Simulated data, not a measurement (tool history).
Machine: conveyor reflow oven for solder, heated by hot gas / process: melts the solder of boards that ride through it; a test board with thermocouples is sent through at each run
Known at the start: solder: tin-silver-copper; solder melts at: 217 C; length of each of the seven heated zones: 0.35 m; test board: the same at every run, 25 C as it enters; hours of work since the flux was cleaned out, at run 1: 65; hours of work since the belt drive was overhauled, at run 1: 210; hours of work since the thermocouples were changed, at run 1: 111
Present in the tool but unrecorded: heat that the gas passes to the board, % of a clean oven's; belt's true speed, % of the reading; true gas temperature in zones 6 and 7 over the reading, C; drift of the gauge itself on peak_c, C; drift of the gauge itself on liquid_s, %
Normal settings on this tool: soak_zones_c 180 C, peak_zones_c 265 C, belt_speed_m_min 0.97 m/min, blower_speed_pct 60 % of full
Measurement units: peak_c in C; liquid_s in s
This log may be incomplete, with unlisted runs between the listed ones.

run	hour	soak_zones_c	peak_zones_c	belt_speed_m_min	blower_speed_pct	hours of work since the flux was cleaned out	hours of work since the belt drive was overhauled	hours of work since the thermocouples were changed	peak_c	liquid_s
1	0	180	265	0.97	60	65	210	111	244.3	28.83
2	8.2	180	265	0.97	60	72	217	117	243.9	28.83
3	23.5	180	261	0.97	60	84	229	129	240.8	27.03
4	36.2	180	265	0.97	60	93	239	139	244	28.65
5	49.7	180	265	0.97	60	104	249	150	243.8	28.55
6	64.2	180	265	0.97	60	115	261	161	243.7	28.42
7	80.8	180	265	0.97	60	129	274	174	243.7	28.46
8	97	180	265	0.97	60	141	287	187	243.6	28.39
9	105.3	180	265	0.97	60	148	293	194	243.7	28.34
10	123.4	180	265	0.97	60	162	307	208	243.6	28.34
11	133	180	265	0.97	60	170	315	215	243.4	28.11
12	141	180	261	0.97	60	176	321	222	240	26.17
13	156.1	180	261	0.97	60	188	333	233	240.1	26.26
14	165.9	169	265	0.97	60	195	341	241	240.5	24.13
15	182.4	169	265	0.97	60	208	354	254	240.2	23.92

Run 16, settings as shown, results not yet in. Your forecast:
16	194.7	169	265	0.97	60	218	363	264	?	?

Run 16 measured peak_c 240.5 C, liquid_s 23.94 s.
The same run, on a tool lacking any hidden state, would have yielded peak_c 242 C, liquid_s 25.13 s.
